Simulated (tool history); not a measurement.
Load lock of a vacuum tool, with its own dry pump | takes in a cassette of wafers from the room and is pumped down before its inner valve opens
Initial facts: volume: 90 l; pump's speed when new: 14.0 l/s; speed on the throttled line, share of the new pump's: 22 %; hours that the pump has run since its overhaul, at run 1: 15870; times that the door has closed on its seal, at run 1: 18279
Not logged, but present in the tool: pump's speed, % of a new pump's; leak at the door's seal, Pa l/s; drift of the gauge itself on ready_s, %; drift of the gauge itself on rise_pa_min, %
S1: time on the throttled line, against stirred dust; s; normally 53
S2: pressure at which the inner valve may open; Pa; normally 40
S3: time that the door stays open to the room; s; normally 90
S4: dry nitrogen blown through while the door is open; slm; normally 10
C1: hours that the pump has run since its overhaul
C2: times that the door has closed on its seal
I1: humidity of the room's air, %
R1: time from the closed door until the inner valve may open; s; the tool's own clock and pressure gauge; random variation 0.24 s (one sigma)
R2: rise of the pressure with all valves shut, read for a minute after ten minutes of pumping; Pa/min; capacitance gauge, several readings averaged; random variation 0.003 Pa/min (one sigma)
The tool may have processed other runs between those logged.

{"run": 1, "hour": 0.0, "S1": 53, "S2": 40, "S3": 90, "S4": 10, "C1": 15870, "C2": 18279, "I1": 45.9, "R1": 95.8, "R2": 0.053}
{"run": 2, "hour": 118.0, "S1": 53, "S2": 39, "S3": 90, "S4": 10, "C1": 15988, "C2": 18747, "I1": 46.0, "R1": 96.1, "R2": 0.055}
{"run": 3, "hour": 186.8, "S1": 53, "S2": 40, "S3": 90, "S4": 10, "C1": 16056, "C2": 19020, "I1": 45.0, "R1": 95.7, "R2": 0.047}
{"run": 4, "hour": 303.1, "S1": 53, "S2": 40, "S3": 90, "S4": 10, "C1": 16173, "C2": 19481, "I1": 47.5, "R1": 95.8, "R2": 0.054}
{"run": 5, "hour": 389.3, "S1": 53, "S2": 40, "S3": 90, "S4": 21, "C1": 16259, "C2": 19822, "I1": 45.9, "R1": 96.1, "R2": 0.05}
{"run": 6, "hour": 463.5, "S1": 53, "S2": 40, "S3": 90, "S4": 21, "C1": 16333, "C2": 20117, "I1": 46.4, "R1": 95.8, "R2": 0.047}
{"run": 7, "hour": 531.8, "S1": 53, "S2": 40, "S3": 90, "S4": 21, "C1": 16401, "C2": 20387, "I1": 44.9, "R1": 96.1, "R2": 0.053}
{"run": 8, "hour": 648.6, "S1": 53, "S2": 40, "S3": 90, "S4": 21, "C1": 16518, "C2": 20850, "I1": 42.4, "R1": 95.9, "R2": 0.048}
{"run": 9, "hour": 724.2, "S1": 53, "S2": 40, "S3": 90, "S4": 21, "C1": 16594, "C2": 21150, "I1": 49.9, "R1": 96.5, "R2": 0.048}
{"run": 10, "hour": 817.0, "S1": 53, "S2": 40, "S3": 90, "S4": 21, "C1": 16687, "C2": 21517, "I1": 45.5, "R1": 96.2, "R2": 0.051}
{"run": 11, "hour": 905.0, "S1": 53, "S2": 40, "S3": 90, "S4": 21, "C1": 16775, "C2": 21866, "I1": 44.2, "R1": 96.2, "R2": 0.051}
{"run": 12, "hour": 999.7, "S1": 53, "S2": 40, "S3": 90, "S4": 10, "C1": 16869, "C2": 22242, "I1": 43.9, "R1": 96.4, "R2": 0.06}
{"run": 13, "hour": 1064.9, "S1": 53, "S2": 40, "S3": 90, "S4": 10, "C1": 16934, "C2": 22500, "I1": 49.0, "R1": 96.3, "R2": 0.064}
{"run": 14, "hour": 1131.9, "S1": 53, "S2": 40, "S3": 90, "S4": 10, "C1": 17001, "C2": 22766, "I1": 41.5, "R1": 96.2, "R2": 0.057}
{"run": 15, "hour": 1204.4, "S1": 53, "S2": 69, "S3": 90, "S4": 10, "C1": 17074, "C2": 23053, "I1": 46.2, "R1": 92.3, "R2": 0.066}
{"run": 16, "hour": 1319.5, "S1": 53, "S2": 69, "S3": 90, "S4": 10, "C1": 17189, "C2": 23509, "I1": 45.6, "R1": 92.6, "R2": 0.065}
{"run": 17, "hour": 1431.0, "S1": 53, "S2": 40, "S3": 90, "S4": 10, "C1": 17301, "C2": 23951, "I1": 45.6, "R1": 96.2, "R2": 0.064}
{"run": 18, "hour": 1489.4, "S1": 32, "S2": 29, "S3": 90, "S4": 39, "C1": 17359, "C2": 24182, "I1": 47.1, "R1": 82.9, "R2": 0.047}
{"run": 19, "hour": 1584.5, "S1": 32, "S2": 29, "S3": 90, "S4": 39, "C1": 17454, "C2": 24560, "I1": 42.5, "R1": 83.3, "R2": 0.048}
{"run": 20, "hour": 1684.4, "S1": 36, "S2": 77, "S3": 25, "S4": 18, "C1": 17554, "C2": 24955, "I1": 41.8, "R1": 78.8, "R2": 0.046}
{"run": 21, "hour": 1738.2, "S1": 50, "S2": 46, "S3": 119, "S4": 19, "C1": 17608, "C2": 25169, "I1": 46.5, "R1": 93.1, "R2": 0.058}
{"run": 22, "hour": 1828.1, "S1": 62, "S2": 65, "S3": 45, "S4": 27, "C1": 17698, "C2": 25525, "I1": 45.0, "R1": 99.3, "R2": 0.054}
{"run": 23, "hour": 1934.5, "S1": 53, "S2": 45, "S3": 90, "S4": 10, "C1": 17804, "C2": 25947, "I1": 42.5, "R1": 95.8, "R2": 0.066}
{"run": 24, "hour": 2038.7, "S1": 53, "S2": 53, "S3": 43, "S4": 10, "C1": 17908, "C2": 26360, "I1": 44.9, "R1": 94.6, "R2": 0.061}
{"run": 25, "hour": 2134.8, "S1": 53, "S2": 40, "S3": 148, "S4": 10, "C1": 18004, "C2": 26741, "I1": 43.9, "R1": 96.6, "R2": 0.076}
{"run": 26, "hour": 2207.3, "S1": 53, "S2": 40, "S3": 148, "S4": 10, "C1": 18077, "C2": 27028, "I1": 47.5, "R1": 96.9, "R2": 0.078}
{"run": 27, "hour": 2287.6, "S1": 53, "S2": 40, "S3": 148, "S4": 10, "C1": 18157, "C2": 27346, "I1": 43.7, "R1": 96.7, "R2": 0.076}
{"run": 28, "hour": 2339.4, "S1": 53, "S2": 38, "S3": 155, "S4": 4, "C1": 18209, "C2": 27552, "I1": 44.1, "R1": 97.3, "R2": 0.085}
{"run": 29, "hour": 2394.6, "S1": 35, "S2": 40, "S3": 56, "S4": 11, "C1": 18264, "C2": 27770, "I1": 48.5, "R1": 83.0, "R2": 0.069}
{"run": 30, "hour": 2455.2, "S1": 53, "S2": 46, "S3": 54, "S4": 10, "C1": 18325, "C2": 28010, "I1": 41.4, "R1": 95.7, "R2": 0.063}
{"run": 31, "hour": 2547.7, "S1": 53, "S2": 46, "S3": 54, "S4": 10, "C1": 18417, "C2": 28377, "I1": 46.6, "R1": 95.3, "R2": 0.074}

What if the next run were any one of these 4? Each begins from the tool's condition after run 31:
{"run": "A", "hour": 2634.6, "S1": 29, "S2": 38, "S3": 46, "S4": 10, "C1": 18504, "C2": 28721, "I1": 43.9, "R1": "?", "R2": "?"}
{"run": "B", "hour": 2634.6, "S1": 53, "S2": 48, "S3": 27, "S4": 11, "C1": 18504, "C2": 28721, "I1": 46.0, "R1": "?", "R2": "?"}
{"run": "C", "hour": 2634.6, "S1": 53, "S2": 35, "S3": 220, "S4": 10, "C1": 18504, "C2": 28721, "I1": 48.4, "R1": "?", "R2": "?"}
{"run": "D", "hour": 2634.6, "S1": 32, "S2": 46, "S3": 105, "S4": 10, "C1": 18504, "C2": 28721, "I1": 43.3, "R1": "?", "R2": "?"}

run=A R1=79.3 R2=0.072
run=B R1=95.5 R2=0.062
run=C R1=97.8 R2=0.089
run=D R1=79.9 R2=0.074
Take away the tool's hidden state, keep each run's random variation, and the runs would have read:
run=A R1=73.8 R2=0.021
run=B R1=90.9 R2=0.014
run=C R1=92.9 R2=0.040
run=D R1=74.7 R2=0.025
